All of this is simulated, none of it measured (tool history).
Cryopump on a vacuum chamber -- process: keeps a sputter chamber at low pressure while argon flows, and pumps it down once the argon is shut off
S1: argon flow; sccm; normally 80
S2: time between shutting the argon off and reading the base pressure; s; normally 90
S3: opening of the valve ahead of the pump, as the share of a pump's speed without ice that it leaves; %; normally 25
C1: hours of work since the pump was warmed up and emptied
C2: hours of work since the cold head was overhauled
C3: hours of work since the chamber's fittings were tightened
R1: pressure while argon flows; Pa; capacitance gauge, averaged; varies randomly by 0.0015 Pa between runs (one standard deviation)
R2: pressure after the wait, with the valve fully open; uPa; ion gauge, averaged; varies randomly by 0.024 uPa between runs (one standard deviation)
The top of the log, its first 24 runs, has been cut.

run,hour,S1,S2,S3,C1,C2,C3,R1,R2
25,1846.1,80,90,52,162,2826,466,0.1785,1.02
26,1899.5,93,183,15,193,2857,497,0.6902,0.72
27,1983.8,93,183,15,241,2905,545,0.6998,0.72
28,2077.1,93,105,29,295,2958,599,0.3684,1.01
29,2144.6,42,54,22,333,2997,637,0.2180,1.57
30,2192.0,61,61,16,360,3024,664,0.4347,1.44
31,2259.3,33,29,18,399,3063,703,0.2091,2.48
32,2310.9,33,20,18,429,3092,733,0.2093,3.40
33,2371.8,98,20,15,463,3127,768,0.7532,3.33

Forecast each of these 4 alternatives for the next run:
# hour 2454.6: pump warmed up, emptied and cooled again
A,2454.6,55,26,25,0,3172,812,?,?
# hour 2454.6: pump warmed up, emptied and cooled again
B,2454.6,140,43,50,0,3172,812,?,?
# hour 2454.6: pump warmed up, emptied and cooled again
C,2454.6,34,90,25,0,3172,812,?,?
# hour 2454.6: pump warmed up, emptied and cooled again
D,2454.6,137,38,15,0,3172,812,?,?

run,R1,R2
A,0.2415,2.62
B,0.3113,1.81
C,0.1507,1.04
D,1.0128,1.93
With no hidden state in the tool, these same runs would have given:
run,R1,R2
A,0.2399,2.35
B,0.3073,1.54
C,0.1498,0.77
D,1.0089,1.66
